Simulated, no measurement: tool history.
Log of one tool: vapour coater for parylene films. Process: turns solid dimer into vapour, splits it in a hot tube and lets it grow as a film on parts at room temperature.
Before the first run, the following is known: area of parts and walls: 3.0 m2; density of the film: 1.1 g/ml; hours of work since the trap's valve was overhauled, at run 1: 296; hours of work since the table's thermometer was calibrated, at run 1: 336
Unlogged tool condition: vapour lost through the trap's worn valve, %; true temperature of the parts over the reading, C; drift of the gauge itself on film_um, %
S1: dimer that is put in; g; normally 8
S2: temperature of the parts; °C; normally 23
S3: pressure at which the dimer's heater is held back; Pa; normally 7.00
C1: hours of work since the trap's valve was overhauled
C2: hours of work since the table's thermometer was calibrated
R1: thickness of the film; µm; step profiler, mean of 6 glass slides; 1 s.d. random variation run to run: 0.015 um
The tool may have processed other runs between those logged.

run,hour,S1,S2,S3,C1,C2,R1
1,0.0,8,23,7.00,296,336,1.04
2,48.8,8,27,7.00,320,360,0.85
# hour 79.3: trap's valve overhauled
3,84.7,8,27,7.00,3,376,0.95
4,137.1,8,27,7.00,29,402,0.92
5,184.9,14,27,7.00,53,426,1.61
6,237.2,8,30,7.00,79,452,0.80
7,293.0,8,30,7.00,107,480,0.78
8,351.8,8,23,7.00,136,510,1.10
9,385.8,8,23,7.00,153,527,1.11
# hour 392.4: table's thermometer calibrated
10,446.4,8,23,7.00,183,27,1.11
11,474.3,8,23,2.65,197,41,1.38
# hour 493.9: table's thermometer calibrated, once more
12,508.4,8,23,2.90,213,7,1.33
13,569.4,7,23,2.90,244,38,1.12
14,616.6,7,23,2.90,268,61,1.14
15,671.4,7,23,2.90,295,89,1.13
16,731.7,7,23,2.90,325,119,1.13
# hour 754.8: trap's valve overhauled
17,766.8,11,27,6.12,6,134,1.31
18,826.0,11,27,6.12,36,164,1.31
19,873.7,11,27,6.12,59,188,1.30
20,901.5,11,27,6.12,73,202,1.28
21,940.8,3,27,7.35,93,221,0.35
22,985.9,8,25,7.00,115,244,1.00

The same runs without the tool's hidden state, with the same run-to-run variation:
run,R1
1,1.11
2,0.90
3,0.93
4,0.91
5,1.60
6,0.80
7,0.79
8,1.12
9,1.12
10,1.13
11,1.40
12,1.40
13,1.19
14,1.21
15,1.21
16,1.21
17,1.30
18,1.31
19,1.31
20,1.29
21,0.35
22,1.02
